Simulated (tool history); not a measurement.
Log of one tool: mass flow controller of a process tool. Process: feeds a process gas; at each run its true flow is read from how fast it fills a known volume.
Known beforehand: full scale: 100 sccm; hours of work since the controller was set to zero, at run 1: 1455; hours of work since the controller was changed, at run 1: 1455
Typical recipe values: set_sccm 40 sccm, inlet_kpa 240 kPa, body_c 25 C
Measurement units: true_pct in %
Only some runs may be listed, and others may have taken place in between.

| run | hour | set_sccm | inlet_kpa | body_c | hours of work since the controller was set to zero | hours of work since the controller was changed | true_pct |
|---|---|---|---|---|---|---|---|
| 1 | 0.0 | 40 | 240 | 25 | 1455 | 1455 | 99.62 |
| 2 | 121.5 | 40 | 240 | 25 | 1515 | 1515 | 99.71 |
| 3 | 270.3 | 40 | 240 | 25 | 1589 | 1589 | 99.67 |
| 4 | 450.2 | 40 | 240 | 25 | 1679 | 1679 | 99.65 |
| 5 | 610.7 | 40 | 240 | 27 | 1759 | 1759 | 99.85 |
| 6 | 781.2 | 35 | 240 | 27 | 1843 | 1843 | 99.77 |
| 7 | 935.8 | 35 | 240 | 27 | 1920 | 1920 | 99.88 |
| 8 | 1147.0 | 40 | 240 | 25 | 2025 | 2025 | 99.81 |
| 9 | 1318.3 | 40 | 240 | 25 | 2110 | 2110 | 99.80 |
| 10 | 1415.2 | 40 | 240 | 25 | 2158 | 2158 | 99.76 |
| 11 | 1546.7 | 40 | 240 | 25 | 2224 | 2224 | 99.76 |
| 12 | 1649.9 | 40 | 240 | 25 | 2275 | 2275 | 99.73 |
| 13 | 1831.7 | 40 | 240 | 25 | 2365 | 2365 | 99.79 |
| 14 | 1936.0 | 40 | 240 | 25 | 2417 | 2417 | 99.72 |
| 15 | 2030.9 | 40 | 240 | 25 | 2464 | 2464 | 99.70 |
| 16 | 2147.2 | 40 | 240 | 25 | 2522 | 2522 | 99.86 |
| 17 | 2253.7 | 40 | 240 | 25 | 2575 | 2575 | 99.83 |
| 18 | 2434.3 | 40 | 240 | 25 | 2665 | 2665 | 99.78 |
| 19 | 2607.0 | 40 | 240 | 25 | 2751 | 2751 | 99.71 |
| 20 | 2712.8 | 40 | 240 | 25 | 2803 | 2803 | 99.80 |
| 21 | 2893.5 | 40 | 240 | 25 | 2893 | 2893 | 99.91 |
| 22 | 3051.5 | 40 | 240 | 25 | 2972 | 2972 | 99.72 |
| 23 | 3191.3 | 40 | 240 | 25 | 3041 | 3041 | 99.87 |
| 24 | 3405.7 | 40 | 240 | 25 | 3148 | 3148 | 99.82 |
| 25 | 3558.0 | 81 | 214 | 36 | 3223 | 3223 | 100.21 |
| 26 | 3714.4 | 86 | 150 | 31 | 3301 | 3301 | 99.70 |
| 27 | 3892.7 | 86 | 236 | 33 | 3390 | 3390 | 100.29 |
|  | 3907.9 | controller's zero set anew |
| 28 | 4112.0 | 86 | 236 | 33 | 101 | 3498 | 100.61 |
| 29 | 4253.6 | 33 | 190 | 34 | 172 | 3569 | 101.01 |
| 30 | 4380.2 | 33 | 190 | 34 | 235 | 3632 | 100.94 |
| 31 | 4505.8 | 33 | 190 | 34 | 297 | 3694 | 100.99 |
| 32 | 4712.5 | 40 | 235 | 27 | 400 | 3797 | 100.65 |
| 33 | 4905.4 | 40 | 232 | 25 | 496 | 3893 | 100.61 |
|  | 5102.1 | controller's zero set anew, once more |
| 34 | 5122.5 | 69 | 240 | 21 | 10 | 4000 | 98.79 |
| 35 | 5283.8 | 69 | 240 | 21 | 90 | 4080 | 98.83 |
| 36 | 5404.4 | 13 | 240 | 25 | 150 | 4140 | 98.60 |
| 37 | 5597.4 | 13 | 240 | 25 | 246 | 4236 | 98.65 |
| 38 | 5789.6 | 18 | 247 | 21 | 342 | 4332 | 98.37 |
| 39 | 5932.0 | 17 | 240 | 25 | 412 | 4403 | 98.76 |
| 40 | 6072.3 | 94 | 154 | 25 | 482 | 4472 | 98.87 |
| 41 | 6229.9 | 94 | 154 | 25 | 560 | 4551 | 98.94 |
| 42 | 6343.5 | 22 | 154 | 25 | 617 | 4607 | 98.21 |
| 43 | 6532.8 | 31 | 154 | 35 | 711 | 4701 | 98.72 |
| 44 | 6685.4 | 31 | 154 | 35 | 787 | 4777 | 98.72 |
| 45 | 6792.6 | 40 | 207 | 22 | 840 | 4830 | 98.43 |
| 46 | 6926.3 | 40 | 207 | 22 | 907 | 4897 | 98.41 |
| 47 | 7048.4 | 59 | 150 | 25 | 967 | 4957 | 98.39 |

Pick out some run-to-run changes in true_pct. Of each, how much would a tool without hidden state show as well, from the settings, what came in and chance, and how much is left for the hidden state and any gauge scatter not in both results compared?
What the log doesn't record here: flow at rest that the sensor doesn't see, % of full scale; true flow over the shown one, %; drift of the gauge itself on true_pct, %.
Run 24 -> 25: set_sccm 40 -> 81, inlet_kpa 240 -> 214, body_c 25 -> 36. true_pct +0.39 %: hidden state -0.61, all else +1.00.
Run 26 -> 27: inlet_kpa 150 -> 236, body_c 31 -> 33. true_pct +0.59 %: hidden state +0.00, all else +0.59.
Run 28 -> 29: set_sccm 86 -> 33, inlet_kpa 236 -> 190, body_c 33 -> 34. true_pct +0.40 %: hidden state +1.46, all else -1.06.
Run 33 -> 34: set_sccm 40 -> 69, inlet_kpa 232 -> 240, body_c 25 -> 21, controller's zero set anew, once more. true_pct -1.82 %: hidden state -2.02, all else +0.20.
Run 41 -> 42: set_sccm 94 -> 22. true_pct -0.73 %: hidden state +0.46, all else -1.19.
